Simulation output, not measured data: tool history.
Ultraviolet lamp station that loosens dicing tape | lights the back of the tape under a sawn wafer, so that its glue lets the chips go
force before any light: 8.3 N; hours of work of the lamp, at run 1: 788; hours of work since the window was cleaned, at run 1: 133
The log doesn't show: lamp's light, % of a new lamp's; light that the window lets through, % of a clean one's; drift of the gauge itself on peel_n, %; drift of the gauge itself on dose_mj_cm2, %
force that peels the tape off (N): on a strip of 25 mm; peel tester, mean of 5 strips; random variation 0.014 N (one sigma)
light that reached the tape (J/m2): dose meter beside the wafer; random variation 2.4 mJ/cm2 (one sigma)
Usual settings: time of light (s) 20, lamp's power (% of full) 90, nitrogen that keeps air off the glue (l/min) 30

run    hour  time of light (s)  lamp's power (% of full)  nitrogen that keeps air off the glue (l/min)  hours of work of the lamp  hours of work since the window was cleaned  force that peels the tape off (N)  light that reached the tape (J/m2)
  1       0                 20                        90                                            30                        788                                         133                              0.872                                2310
  2    23.3                 26                        90                                            30                        800                                         145                              0.484                                2970
  3    53.1                 26                        90                                            30                        815                                         160                              0.511                                2950
  4    75.6                 26                        90                                            18                        827                                         172                              0.804                                2970
  5   114.4                 26                        90                                            30                        847                                         192                              0.511                                2900
  6   145.3                 26                        90                                            30                        863                                         208                               0.53                                2940
  7   180.6                 20                        90                                            30                        882                                         226                              0.943                                2220
  8   216.3                 20                        90                                            30                        900                                         245                              0.971                                2190
  9   234.9                 20                        90                                            30                        910                                         255                               0.94                                2210
 10   264.7                 20                        90                                            50                        925                                         270                               0.69                                2160
 11     283                 20                        90                                            50                        935                                         279                              0.664                                2180
 12     313                 20                        90                                            50                        950                                         295                              0.689                                2140
      335.3  -- window cleaned of glue's vapour
 13   345.3                 20                        90                                            50                        967                                           5                              0.596                                2300
 14     368                 20                        90                                            50                        979                                          17                              0.604                                2260
 15   396.6                 20                        90                                            10                        993                                          32                               1.89                                2250
 16   413.5                 20                        90                                            10                       1002                                          41                              1.911                                2260
 17   439.7                 20                        79                                            10                       1016                                          54                              2.332                                1990
 18   461.6                 20                        63                                            10                       1027                                          66                              2.906                                1560
 19     493                 20                        90                                            30                       1043                                          82                              0.952                                2220
 20   515.1                 20                        90                                            30                       1055                                          93                              0.943                                2170
 21   540.6                 20                        90                                            19                       1068                                         107                              1.306                                2220
 22   576.2                 20                        90                                            19                       1087                                         125                               1.32                                2180
 23     611                 20                        90                                            19                       1105                                         143                              1.292                                2130
 24   632.5                 20                        90                                            19                       1116                                         154                              1.311                                2150
 25   666.8                 20                        90                                            19                       1134                                         172                              1.382                                2180
 26   698.2                 20                        90                                            19                       1150                                         188                              1.357                                2160
 27   724.3                 12                        90                                            39                       1164                                         202                              1.976                                1250
 28   747.5                 22                        99                                            34                       1176                                         214                               0.63                                2600
 29   783.2                 20                        90                                            10                       1194                                         233                              2.093                                2050
 30   804.6                 20                        90                                            10                       1205                                         244                              2.018                                2100
 31   843.5                 20                        90                                            10                       1225                                         264                              2.123                                2020
 32   882.6                 20                        88                                            33                       1246                                         284                              1.041                                2050
 33   908.6                 20                        88                                            33                       1259                                         298                              1.022                                1980
      925.7  -- window cleaned of glue's vapour
 34   937.1                 20                        74                                            10                       1274                                           6                              2.557                                1770
 35   958.7                 20                        74                                            10                       1285                                          17                              2.436                                1810
 36   991.6                 12                        65                                            23                       1302                                          34                              3.342                                 930
 37  1019.9                 16                        60                                             9                       1317                                          49                               4.09                                1160
 38  1040.3                 32                        81                                             9                       1327                                          60                              1.219                                3120
 39  1072.5                 20                        93                                            11                       1344                                          76                              1.859                                2210
 40  1107.6                 20                        93                                            11                       1362                                          94                              1.825                                2230
 41  1136.6                 25                        90                                             9                       1377                                         109                               1.61                                2640
 42  1153.9                 20                        80                                            27                       1386                                         118                              1.351                                1840
 43  1181.7                 11                        84                                            34                       1401                                         133                              2.659                                1090

Forecast each of these 3 alternatives for the next run:
  A  1198.9                 38                        63                                            50                       1410                                         142                                  ?                                   ?
  B  1198.9                 14                        87                                            22                       1410                                         142                                  ?                                   ?
  C  1198.9                 29                        68                                            30                       1410                                         142                                  ?                                   ?

run  force that peels the tape off (N)  light that reached the tape (J/m2)
  A                              0.376                                2810
  B                              2.327                                1410
  C                              0.877                                2260
Without the tool's hidden state the same runs would have given:
run  force that peels the tape off (N)  light that reached the tape (J/m2)
  A                              0.237                                3460
  B                              1.743                                1740
  C                              0.554                                2800
